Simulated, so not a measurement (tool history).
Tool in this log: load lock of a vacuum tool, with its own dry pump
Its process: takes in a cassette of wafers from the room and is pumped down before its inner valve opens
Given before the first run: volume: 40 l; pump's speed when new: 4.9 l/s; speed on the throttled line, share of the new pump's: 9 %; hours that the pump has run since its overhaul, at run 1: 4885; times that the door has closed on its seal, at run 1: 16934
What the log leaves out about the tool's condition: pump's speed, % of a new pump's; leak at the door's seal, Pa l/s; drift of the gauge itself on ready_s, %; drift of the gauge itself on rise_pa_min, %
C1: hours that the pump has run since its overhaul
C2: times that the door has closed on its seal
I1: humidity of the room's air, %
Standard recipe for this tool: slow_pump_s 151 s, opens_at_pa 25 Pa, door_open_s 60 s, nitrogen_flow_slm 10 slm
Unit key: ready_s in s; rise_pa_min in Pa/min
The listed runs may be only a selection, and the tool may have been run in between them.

{"run": 1, "hour": 0.0, "slow_pump_s": 151, "opens_at_pa": 25, "door_open_s": 60, "nitrogen_flow_slm": 10, "C1": 4885, "C2": 16934, "I1": 46.0, "ready_s": 205.5, "rise_pa_min": 0.145}
{"run": 2, "hour": 48.7, "slow_pump_s": 134, "opens_at_pa": 25, "door_open_s": 60, "nitrogen_flow_slm": 10, "C1": 4934, "C2": 17148, "I1": 44.4, "ready_s": 189.1, "rise_pa_min": 0.145}
{"run": 3, "hour": 137.0, "slow_pump_s": 134, "opens_at_pa": 25, "door_open_s": 60, "nitrogen_flow_slm": 10, "C1": 5022, "C2": 17536, "I1": 42.7, "ready_s": 193.2, "rise_pa_min": 0.142}
{"run": 4, "hour": 227.6, "slow_pump_s": 151, "opens_at_pa": 30, "door_open_s": 60, "nitrogen_flow_slm": 10, "C1": 5113, "C2": 17933, "I1": 44.4, "ready_s": 202.3, "rise_pa_min": 0.138}
{"run": 5, "hour": 272.7, "slow_pump_s": 151, "opens_at_pa": 30, "door_open_s": 60, "nitrogen_flow_slm": 10, "C1": 5158, "C2": 18131, "I1": 47.2, "ready_s": 204.9, "rise_pa_min": 0.149}
{"run": 6, "hour": 367.1, "slow_pump_s": 151, "opens_at_pa": 30, "door_open_s": 60, "nitrogen_flow_slm": 10, "C1": 5252, "C2": 18546, "I1": 45.3, "ready_s": 203.6, "rise_pa_min": 0.153}
{"run": 7, "hour": 449.0, "slow_pump_s": 151, "opens_at_pa": 30, "door_open_s": 60, "nitrogen_flow_slm": 10, "C1": 5334, "C2": 18906, "I1": 44.1, "ready_s": 203.3, "rise_pa_min": 0.158}
{"run": 8, "hour": 538.8, "slow_pump_s": 151, "opens_at_pa": 30, "door_open_s": 60, "nitrogen_flow_slm": 10, "C1": 5424, "C2": 19300, "I1": 47.5, "ready_s": 205.1, "rise_pa_min": 0.16}
{"run": 9, "hour": 605.7, "slow_pump_s": 151, "opens_at_pa": 25, "door_open_s": 224, "nitrogen_flow_slm": 10, "C1": 5491, "C2": 19594, "I1": 43.7, "ready_s": 207.4, "rise_pa_min": 0.215}
{"run": 10, "hour": 710.7, "slow_pump_s": 234, "opens_at_pa": 25, "door_open_s": 224, "nitrogen_flow_slm": 10, "C1": 5596, "C2": 20055, "I1": 44.7, "ready_s": 284.2, "rise_pa_min": 0.222}
{"run": 11, "hour": 802.3, "slow_pump_s": 234, "opens_at_pa": 25, "door_open_s": 224, "nitrogen_flow_slm": 10, "C1": 5688, "C2": 20457, "I1": 44.8, "ready_s": 282.9, "rise_pa_min": 0.218}
{"run": 12, "hour": 864.1, "slow_pump_s": 151, "opens_at_pa": 25, "door_open_s": 56, "nitrogen_flow_slm": 10, "C1": 5749, "C2": 20728, "I1": 43.6, "ready_s": 206.4, "rise_pa_min": 0.168}
{"run": 13, "hour": 913.3, "slow_pump_s": 151, "opens_at_pa": 25, "door_open_s": 56, "nitrogen_flow_slm": 10, "C1": 5799, "C2": 20945, "I1": 43.6, "ready_s": 206.8, "rise_pa_min": 0.161}
{"run": 14, "hour": 976.3, "slow_pump_s": 151, "opens_at_pa": 25, "door_open_s": 56, "nitrogen_flow_slm": 10, "C1": 5862, "C2": 21221, "I1": 48.2, "ready_s": 206.1, "rise_pa_min": 0.169}
{"run": 15, "hour": 1063.8, "slow_pump_s": 151, "opens_at_pa": 48, "door_open_s": 60, "nitrogen_flow_slm": 10, "C1": 5949, "C2": 21605, "I1": 45.1, "ready_s": 200.8, "rise_pa_min": 0.172}
{"run": 16, "hour": 1160.3, "slow_pump_s": 151, "opens_at_pa": 23, "door_open_s": 60, "nitrogen_flow_slm": 10, "C1": 6046, "C2": 22029, "I1": 44.7, "ready_s": 209.2, "rise_pa_min": 0.176}
{"run": 17, "hour": 1226.4, "slow_pump_s": 108, "opens_at_pa": 25, "door_open_s": 68, "nitrogen_flow_slm": 10, "C1": 6112, "C2": 22320, "I1": 48.1, "ready_s": 168.4, "rise_pa_min": 0.178}
{"run": 18, "hour": 1274.0, "slow_pump_s": 251, "opens_at_pa": 39, "door_open_s": 68, "nitrogen_flow_slm": 10, "C1": 6159, "C2": 22529, "I1": 46.2, "ready_s": 293.9, "rise_pa_min": 0.186}
{"run": 19, "hour": 1376.7, "slow_pump_s": 163, "opens_at_pa": 21, "door_open_s": 82, "nitrogen_flow_slm": 42, "C1": 6262, "C2": 22980, "I1": 47.4, "ready_s": 218.6, "rise_pa_min": 0.162}
{"run": 20, "hour": 1459.4, "slow_pump_s": 272, "opens_at_pa": 21, "door_open_s": 82, "nitrogen_flow_slm": 42, "C1": 6345, "C2": 23343, "I1": 44.0, "ready_s": 317.7, "rise_pa_min": 0.159}
{"run": 21, "hour": 1508.9, "slow_pump_s": 272, "opens_at_pa": 21, "door_open_s": 82, "nitrogen_flow_slm": 42, "C1": 6394, "C2": 23560, "I1": 49.3, "ready_s": 320.8, "rise_pa_min": 0.166}
{"run": 22, "hour": 1560.1, "slow_pump_s": 272, "opens_at_pa": 21, "door_open_s": 82, "nitrogen_flow_slm": 42, "C1": 6445, "C2": 23785, "I1": 45.0, "ready_s": 318.5, "rise_pa_min": 0.165}
{"run": 23, "hour": 1669.0, "slow_pump_s": 272, "opens_at_pa": 34, "door_open_s": 82, "nitrogen_flow_slm": 9, "C1": 6554, "C2": 24263, "I1": 43.0, "ready_s": 311.0, "rise_pa_min": 0.203}
{"run": 24, "hour": 1733.7, "slow_pump_s": 295, "opens_at_pa": 25, "door_open_s": 60, "nitrogen_flow_slm": 10, "C1": 6619, "C2": 24547, "I1": 44.6, "ready_s": 338.7, "rise_pa_min": 0.196}
{"run": 25, "hour": 1841.5, "slow_pump_s": 214, "opens_at_pa": 25, "door_open_s": 93, "nitrogen_flow_slm": 10, "C1": 6727, "C2": 25021, "I1": 44.6, "ready_s": 265.6, "rise_pa_min": 0.215}
{"run": 26, "hour": 1923.8, "slow_pump_s": 214, "opens_at_pa": 25, "door_open_s": 93, "nitrogen_flow_slm": 10, "C1": 6809, "C2": 25382, "I1": 44.9, "ready_s": 262.3, "rise_pa_min": 0.214}
{"run": 27, "hour": 1968.0, "slow_pump_s": 214, "opens_at_pa": 47, "door_open_s": 35, "nitrogen_flow_slm": 4, "C1": 6853, "C2": 25576, "I1": 43.2, "ready_s": 257.5, "rise_pa_min": 0.196}
{"run": 28, "hour": 2069.8, "slow_pump_s": 214, "opens_at_pa": 49, "door_open_s": 35, "nitrogen_flow_slm": 4, "C1": 6955, "C2": 26023, "I1": 42.1, "ready_s": 259.9, "rise_pa_min": 0.195}
{"run": 29, "hour": 2121.8, "slow_pump_s": 214, "opens_at_pa": 49, "door_open_s": 35, "nitrogen_flow_slm": 4, "C1": 7007, "C2": 26252, "I1": 46.3, "ready_s": 258.0, "rise_pa_min": 0.2}
{"run": 30, "hour": 2226.9, "slow_pump_s": 211, "opens_at_pa": 20, "door_open_s": 60, "nitrogen_flow_slm": 16, "C1": 7112, "C2": 26713, "I1": 48.6, "ready_s": 265.7, "rise_pa_min": 0.204}
{"run": 31, "hour": 2317.6, "slow_pump_s": 211, "opens_at_pa": 20, "door_open_s": 60, "nitrogen_flow_slm": 16, "C1": 7203, "C2": 27111, "I1": 43.1, "ready_s": 263.4, "rise_pa_min": 0.197}

Predict each of these 5 candidate next runs independently; none follows another, all start after run 31:
{"run": "A", "hour": 2386.1, "slow_pump_s": 88, "opens_at_pa": 25, "door_open_s": 60, "nitrogen_flow_slm": 10, "C1": 7271, "C2": 27413, "I1": 42.7, "ready_s": "?", "rise_pa_min": "?"}
{"run": "B", "hour": 2386.1, "slow_pump_s": 105, "opens_at_pa": 20, "door_open_s": 60, "nitrogen_flow_slm": 16, "C1": 7271, "C2": 27413, "I1": 44.7, "ready_s": "?", "rise_pa_min": "?"}
{"run": "C", "hour": 2386.1, "slow_pump_s": 93, "opens_at_pa": 38, "door_open_s": 108, "nitrogen_flow_slm": 10, "C1": 7271, "C2": 27413, "I1": 47.2, "ready_s": "?", "rise_pa_min": "?"}
{"run": "D", "hour": 2386.1, "slow_pump_s": 246, "opens_at_pa": 32, "door_open_s": 60, "nitrogen_flow_slm": 10, "C1": 7271, "C2": 27413, "I1": 45.9, "ready_s": "?", "rise_pa_min": "?"}
{"run": "E", "hour": 2386.1, "slow_pump_s": 151, "opens_at_pa": 25, "door_open_s": 218, "nitrogen_flow_slm": 7, "C1": 7271, "C2": 27413, "I1": 42.5, "ready_s": "?", "rise_pa_min": "?"}

run=A ready_s=150.7 rise_pa_min=0.214
run=B ready_s=169.4 rise_pa_min=0.207
run=C ready_s=152.3 rise_pa_min=0.236
run=D ready_s=292.8 rise_pa_min=0.217
run=E ready_s=205.7 rise_pa_min=0.272
Stripped of hidden state, with their random variation kept, the same runs would have yielded:
run=A ready_s=147.7 rise_pa_min=0.064
run=B ready_s=166.3 rise_pa_min=0.057
run=C ready_s=149.6 rise_pa_min=0.088
run=D ready_s=290.7 rise_pa_min=0.065
run=E ready_s=203.1 rise_pa_min=0.121
